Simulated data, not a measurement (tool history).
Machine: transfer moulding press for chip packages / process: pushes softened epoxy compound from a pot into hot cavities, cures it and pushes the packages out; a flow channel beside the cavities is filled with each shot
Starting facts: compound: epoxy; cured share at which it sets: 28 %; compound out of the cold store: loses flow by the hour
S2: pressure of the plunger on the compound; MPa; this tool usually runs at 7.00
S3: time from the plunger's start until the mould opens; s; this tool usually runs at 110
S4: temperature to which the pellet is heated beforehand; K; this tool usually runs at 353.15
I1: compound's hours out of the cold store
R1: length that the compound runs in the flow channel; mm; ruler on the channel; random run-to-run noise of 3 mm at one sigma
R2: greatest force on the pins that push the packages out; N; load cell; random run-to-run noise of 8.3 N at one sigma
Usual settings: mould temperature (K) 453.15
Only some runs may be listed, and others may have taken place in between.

run 1 hour=0.0 | mould_temperature_(K)=453.15 S2=7.00 S3=110 S4=353.15 | I1=28.7 | R1=680 R2=497
run 2 hour=12.1 | mould_temperature_(K)=453.15 S2=7.00 S3=110 S4=353.15 | I1=30.1 | R1=669 R2=525
run 3 hour=19.0 | mould_temperature_(K)=453.15 S2=7.00 S3=110 S4=353.15 | I1=43.8 | R1=602 R2=564
-- hour=27.1 cavities cleaned with cleaning compound and waxed
run 4 hour=31.3 | mould_temperature_(K)=453.15 S2=7.00 S3=110 S4=353.15 | I1=17.8 | R1=733 R2=429
run 5 hour=43.1 | mould_temperature_(K)=453.15 S2=7.00 S3=110 S4=353.15 | I1=35.5 | R1=644 R2=465
run 6 hour=52.4 | mould_temperature_(K)=453.15 S2=7.00 S3=110 S4=350.15 | I1=19.0 | R1=730 R2=522
run 7 hour=65.6 | mould_temperature_(K)=453.15 S2=7.00 S3=110 S4=350.15 | I1=23.1 | R1=701 R2=563
-- hour=77.0 cavities cleaned with cleaning compound and waxed
run 8 hour=80.2 | mould_temperature_(K)=453.15 S2=7.00 S3=110 S4=350.15 | I1=35.4 | R1=638 R2=398
run 9 hour=93.2 | mould_temperature_(K)=453.15 S2=7.00 S3=110 S4=350.15 | I1=8.1 | R1=785 R2=512
run 10 hour=108.4 | mould_temperature_(K)=453.15 S2=7.00 S3=129 S4=353.15 | I1=15.3 | R1=739 R2=461
run 11 hour=115.1 | mould_temperature_(K)=453.15 S2=7.00 S3=129 S4=353.15 | I1=15.7 | R1=737 R2=468
-- hour=126.8 cavities cleaned with cleaning compound and waxed
run 12 hour=127.2 | mould_temperature_(K)=453.15 S2=7.00 S3=110 S4=353.15 | I1=12.4 | R1=753 R2=397
run 13 hour=137.4 | mould_temperature_(K)=453.15 S2=7.00 S3=110 S4=352.15 | I1=44.1 | R1=588 R2=439
run 14 hour=151.2 | mould_temperature_(K)=453.15 S2=7.00 S3=110 S4=352.15 | I1=39.3 | R1=612 R2=498
run 15 hour=160.0 | mould_temperature_(K)=453.15 S2=7.00 S3=110 S4=353.15 | I1=27.9 | R1=662 R2=552
run 16 hour=168.1 | mould_temperature_(K)=453.15 S2=7.00 S3=140 S4=353.15 | I1=37.9 | R1=614 R2=464
-- hour=177.2 cavities cleaned with cleaning compound and waxed
run 17 hour=177.6 | mould_temperature_(K)=453.15 S2=7.00 S3=140 S4=353.15 | I1=25.5 | R1=674 R2=323
run 18 hour=192.0 | mould_temperature_(K)=459.15 S2=7.00 S3=110 S4=353.15 | I1=36.4 | R1=605 R2=371
run 19 hour=205.2 | mould_temperature_(K)=453.15 S2=7.00 S3=96 S4=349.15 | I1=30.3 | R1=641 R2=694
run 20 hour=219.2 | mould_temperature_(K)=453.15 S2=7.00 S3=134 S4=349.15 | I1=11.6 | R1=756 R2=484
-- hour=226.9 cavities cleaned with cleaning compound and waxed
run 21 hour=235.0 | mould_temperature_(K)=453.15 S2=7.00 S3=134 S4=349.15 | I1=8.4 | R1=765 R2=358
run 22 hour=246.8 | mould_temperature_(K)=453.15 S2=7.00 S3=134 S4=349.15 | I1=41.2 | R1=596 R2=403
run 23 hour=258.1 | mould_temperature_(K)=453.15 S2=7.00 S3=126 S4=362.15 | I1=20.9 | R1=688 R2=462
run 24 hour=273.4 | mould_temperature_(K)=453.15 S2=6.10 S3=110 S4=353.15 | I1=41.2 | R1=544 R2=565
-- hour=276.2 cavities cleaned with cleaning compound and waxed
run 25 hour=288.6 | mould_temperature_(K)=453.15 S2=6.10 S3=110 S4=353.15 | I1=33.4 | R1=586 R2=453
run 26 hour=302.4 | mould_temperature_(K)=460.15 S2=7.44 S3=96 S4=353.15 | I1=35.5 | R1=614 R2=463
run 27 hour=312.2 | mould_temperature_(K)=460.15 S2=7.44 S3=96 S4=353.15 | I1=43.3 | R1=580 R2=497
-- hour=325.8 cavities cleaned with cleaning compound and waxed
run 28 hour=326.9 | mould_temperature_(K)=447.15 S2=5.74 S3=96 S4=353.15 | I1=21.9 | R1=632 R2=806
run 29 hour=338.7 | mould_temperature_(K)=447.15 S2=5.74 S3=96 S4=353.15 | I1=36.1 | R1=559 R2=872

Predict each of these 4 candidate next runs independently; none follows another, all start after run 29:
run A hour=350.8 | mould_temperature_(K)=459.15 S2=5.74 S3=95 S4=345.15 | I1=41.7 | R1=? R2=?
run B hour=350.8 | mould_temperature_(K)=447.15 S2=6.77 S3=92 S4=343.15 | I1=14.7 | R1=? R2=?
run C hour=350.8 | mould_temperature_(K)=459.15 S2=6.79 S3=137 S4=353.15 | I1=41.6 | R1=? R2=?
run D hour=350.8 | mould_temperature_(K)=445.15 S2=7.00 S3=110 S4=350.15 | I1=45.2 | R1=? R2=?

run=A R1=515 R2=480
run=B R1=718 R2=1283
run=C R1=556 R2=397
run=D R1=580 R2=806
Without the tool's hidden state the same runs would have given:
run=A R1=548 R2=338
run=B R1=765 R2=892
run=C R1=593 R2=284
run=D R1=618 R2=557
